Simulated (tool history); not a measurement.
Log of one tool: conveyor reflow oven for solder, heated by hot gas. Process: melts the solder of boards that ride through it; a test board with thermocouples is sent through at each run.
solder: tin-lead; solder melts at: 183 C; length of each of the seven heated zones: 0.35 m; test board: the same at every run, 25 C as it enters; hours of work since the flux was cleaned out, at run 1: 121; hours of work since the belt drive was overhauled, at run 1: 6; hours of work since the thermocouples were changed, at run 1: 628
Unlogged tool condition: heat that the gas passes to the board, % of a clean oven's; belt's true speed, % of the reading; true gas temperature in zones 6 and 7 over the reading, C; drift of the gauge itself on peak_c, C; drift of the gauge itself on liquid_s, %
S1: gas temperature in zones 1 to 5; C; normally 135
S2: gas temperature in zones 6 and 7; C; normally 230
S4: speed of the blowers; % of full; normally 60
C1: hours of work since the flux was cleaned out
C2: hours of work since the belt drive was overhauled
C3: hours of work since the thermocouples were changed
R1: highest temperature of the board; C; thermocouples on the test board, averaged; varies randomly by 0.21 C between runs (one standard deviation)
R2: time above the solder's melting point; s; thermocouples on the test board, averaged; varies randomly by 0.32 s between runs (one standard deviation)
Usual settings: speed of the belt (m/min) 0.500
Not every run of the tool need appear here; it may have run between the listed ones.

run 1 day=0.000 | S1=135 S2=230 speed_of_the_belt_(m/min)=0.500 S4=60 | C1=121 C2=6 C3=628 | R1=214.7 R2=59.3
run 2 day=0.925 | S1=135 S2=230 speed_of_the_belt_(m/min)=0.500 S4=60 | C1=139 C2=23 C3=645 | R1=214.4 R2=59.3
-- day=1.988 flux residue cleaned out of gas plates and filters
run 3 day=2.371 | S1=135 S2=230 speed_of_the_belt_(m/min)=0.580 S4=60 | C1=7 C2=47 C3=669 | R1=210.2 R2=46.2
run 4 day=3.567 | S1=135 S2=230 speed_of_the_belt_(m/min)=0.500 S4=60 | C1=30 C2=69 C3=691 | R1=215.2 R2=60.3
run 5 day=4.596 | S1=135 S2=230 speed_of_the_belt_(m/min)=0.500 S4=60 | C1=49 C2=89 C3=711 | R1=215.0 R2=60.9
run 6 day=5.862 | S1=135 S2=230 speed_of_the_belt_(m/min)=0.500 S4=60 | C1=73 C2=113 C3=735 | R1=215.3 R2=60.2
run 7 day=6.538 | S1=135 S2=230 speed_of_the_belt_(m/min)=0.500 S4=60 | C1=86 C2=125 C3=748 | R1=215.0 R2=60.5
run 8 day=7.846 | S1=135 S2=230 speed_of_the_belt_(m/min)=0.500 S4=60 | C1=111 C2=150 C3=772 | R1=215.1 R2=60.1
run 9 day=9.296 | S1=135 S2=230 speed_of_the_belt_(m/min)=0.500 S4=60 | C1=138 C2=178 C3=800 | R1=215.0 R2=59.6
-- day=10.408 flux residue cleaned out of gas plates and filters
run 10 day=10.483 | S1=135 S2=230 speed_of_the_belt_(m/min)=0.500 S4=60 | C1=1 C2=196 C3=818 | R1=215.7 R2=60.1
run 11 day=11.908 | S1=135 S2=230 speed_of_the_belt_(m/min)=0.500 S4=60 | C1=28 C2=223 C3=845 | R1=215.4 R2=60.6
run 12 day=13.350 | S1=135 S2=230 speed_of_the_belt_(m/min)=0.500 S4=60 | C1=56 C2=250 C3=872 | R1=215.8 R2=60.7
run 13 day=14.746 | S1=135 S2=230 speed_of_the_belt_(m/min)=0.500 S4=60 | C1=82 C2=277 C3=899 | R1=215.5 R2=61.0
run 14 day=16.175 | S1=135 S2=230 speed_of_the_belt_(m/min)=0.500 S4=60 | C1=109 C2=304 C3=926 | R1=215.6 R2=60.9
run 15 day=16.988 | S1=135 S2=230 speed_of_the_belt_(m/min)=0.545 S4=60 | C1=124 C2=319 C3=941 | R1=212.8 R2=52.3
run 16 day=18.525 | S1=144 S2=230 speed_of_the_belt_(m/min)=0.589 S4=64 | C1=153 C2=348 C3=970 | R1=212.6 R2=51.4
-- day=18.838 flux residue cleaned out of gas plates and filters
run 17 day=20.254 | S1=123 S2=230 speed_of_the_belt_(m/min)=0.589 S4=64 | C1=27 C2=377 C3=999 | R1=208.4 R2=40.9
run 18 day=20.912 | S1=123 S2=230 speed_of_the_belt_(m/min)=0.589 S4=64 | C1=39 C2=389 C3=1011 | R1=208.3 R2=41.3
run 19 day=21.846 | S1=123 S2=230 speed_of_the_belt_(m/min)=0.447 S4=64 | C1=57 C2=407 C3=1029 | R1=218.2 R2=66.8
run 20 day=22.921 | S1=127 S2=230 speed_of_the_belt_(m/min)=0.500 S4=60 | C1=77 C2=427 C3=1049 | R1=214.2 R2=56.8
run 21 day=24.338 | S1=135 S2=242 speed_of_the_belt_(m/min)=0.592 S4=57 | C1=104 C2=454 C3=1076 | R1=218.4 R2=52.2
run 22 day=25.362 | S1=135 S2=242 speed_of_the_belt_(m/min)=0.592 S4=57 | C1=123 C2=473 C3=1095 | R1=218.6 R2=52.1
run 23 day=26.658 | S1=127 S2=230 speed_of_the_belt_(m/min)=0.500 S4=69 | C1=148 C2=498 C3=1120 | R1=216.5 R2=59.5
-- day=27.283 flux residue cleaned out of gas plates and filters
run 24 day=27.579 | S1=144 S2=223 speed_of_the_belt_(m/min)=0.567 S4=60 | C1=6 C2=511 C3=1133 | R1=208.4 R2=49.8
run 25 day=28.912 | S1=143 S2=222 speed_of_the_belt_(m/min)=0.567 S4=74 | C1=31 C2=536 C3=1158 | R1=210.8 R2=52.2

The next listed run, before its measurement:
run 26 day=29.738 | S1=146 S2=223 speed_of_the_belt_(m/min)=0.513 S4=51 | C1=46 C2=552 C3=1174 | R1=? R2=?

Logged for run 26: R1 209.8 C, R2 56.8 s.
On a tool with no hidden condition, and with the same random variation, this run would have come out at R1 207.3 C, R2 53.3 s.
